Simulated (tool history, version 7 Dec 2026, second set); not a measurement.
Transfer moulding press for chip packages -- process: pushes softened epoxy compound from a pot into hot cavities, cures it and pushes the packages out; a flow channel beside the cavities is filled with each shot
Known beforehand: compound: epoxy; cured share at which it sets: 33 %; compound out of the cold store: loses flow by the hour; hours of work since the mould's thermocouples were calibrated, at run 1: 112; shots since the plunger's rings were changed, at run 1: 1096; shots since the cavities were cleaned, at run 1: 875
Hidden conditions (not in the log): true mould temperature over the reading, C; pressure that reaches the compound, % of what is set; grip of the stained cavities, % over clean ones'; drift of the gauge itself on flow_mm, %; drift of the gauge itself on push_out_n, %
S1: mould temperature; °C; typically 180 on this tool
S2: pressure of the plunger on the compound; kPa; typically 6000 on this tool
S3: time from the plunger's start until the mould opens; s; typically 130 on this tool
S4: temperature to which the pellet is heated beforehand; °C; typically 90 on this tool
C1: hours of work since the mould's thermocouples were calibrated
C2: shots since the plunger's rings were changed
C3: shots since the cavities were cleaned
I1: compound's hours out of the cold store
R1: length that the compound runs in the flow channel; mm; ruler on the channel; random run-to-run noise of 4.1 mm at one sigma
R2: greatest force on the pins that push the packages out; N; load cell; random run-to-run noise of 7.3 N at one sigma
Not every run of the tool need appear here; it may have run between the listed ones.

run 1 hour=0 | S1=180 S2=6000 S3=130 S4=90 | C1=112 C2=1096 C3=875 | I1=14.9 | R1=626 R2=705
-- hour=4 cavities cleaned with cleaning compound and waxed
run 2 hour=30.3 | S1=180 S2=6000 S3=130 S4=90 | C1=129 C2=1326 C3=210 | I1=34.3 | R1=556 R2=861
run 3 hour=59.5 | S1=180 S2=6000 S3=130 S4=90 | C1=146 C2=1558 C3=442 | I1=34.8 | R1=559 R2=765
run 4 hour=92.6 | S1=180 S2=6000 S3=130 S4=90 | C1=165 C2=1823 C3=707 | I1=32.1 | R1=549 R2=780
run 5 hour=113.4 | S1=180 S2=6000 S3=130 S4=90 | C1=177 C2=1989 C3=873 | I1=25.6 | R1=572 R2=791
-- hour=117.3 cavities cleaned with cleaning compound and waxed
-- hour=124.7 cavities cleaned with cleaning compound and waxed, once more
run 6 hour=146 | S1=180 S2=6000 S3=130 S4=90 | C1=194 C2=2226 C3=171 | I1=27.8 | R1=574 R2=437
run 7 hour=175.4 | S1=180 S2=6000 S3=130 S4=90 | C1=211 C2=2461 C3=406 | I1=42.4 | R1=522 R2=549
run 8 hour=210.2 | S1=185 S2=6000 S3=130 S4=90 | C1=231 C2=2738 C3=683 | I1=9.8 | R1=620 R2=551
run 9 hour=225.4 | S1=185 S2=6000 S3=130 S4=90 | C1=240 C2=2860 C3=805 | I1=9.9 | R1=622 R2=617
-- hour=239 cavities cleaned with cleaning compound and waxed
run 10 hour=243.7 | S1=185 S2=6000 S3=130 S4=90 | C1=250 C2=2994 C3=37 | I1=30.7 | R1=541 R2=293
run 11 hour=262.2 | S1=185 S2=6000 S3=130 S4=90 | C1=261 C2=3142 C3=185 | I1=9.2 | R1=621 R2=395
run 12 hour=294.7 | S1=185 S2=7440 S3=130 S4=90 | C1=280 C2=3402 C3=445 | I1=24.6 | R1=630 R2=491
run 13 hour=316.2 | S1=182 S2=6000 S3=130 S4=90 | C1=292 C2=3573 C3=616 | I1=11.4 | R1=611 R2=598
run 14 hour=335.1 | S1=182 S2=6000 S3=130 S4=90 | C1=303 C2=3724 C3=767 | I1=18.9 | R1=574 R2=618
-- hour=352.3 cavities cleaned with cleaning compound and waxed
run 15 hour=354.1 | S1=182 S2=6000 S3=130 S4=90 | C1=313 C2=3864 C3=15 | I1=43.2 | R1=504 R2=304
run 16 hour=379.6 | S1=182 S2=6000 S3=130 S4=90 | C1=328 C2=4067 C3=218 | I1=34.4 | R1=525 R2=432
-- hour=404.3 mould's thermocouples calibrated
run 17 hour=407.5 | S1=176 S2=6250 S3=130 S4=83 | C1=2 C2=4274 C3=425 | I1=19.8 | R1=595 R2=728

Run 18 has not been measured yet. What should we expect?
run 18 hour=441.4 | S1=180 S2=6000 S3=130 S4=97 | C1=22 C2=4545 C3=696 | I1=38.4 | R1=? R2=?

Logged for run 18: R1 504 mm, R2 615 N.
With no hidden state in the tool, this same run would have given R1 544 mm, R2 302 N.
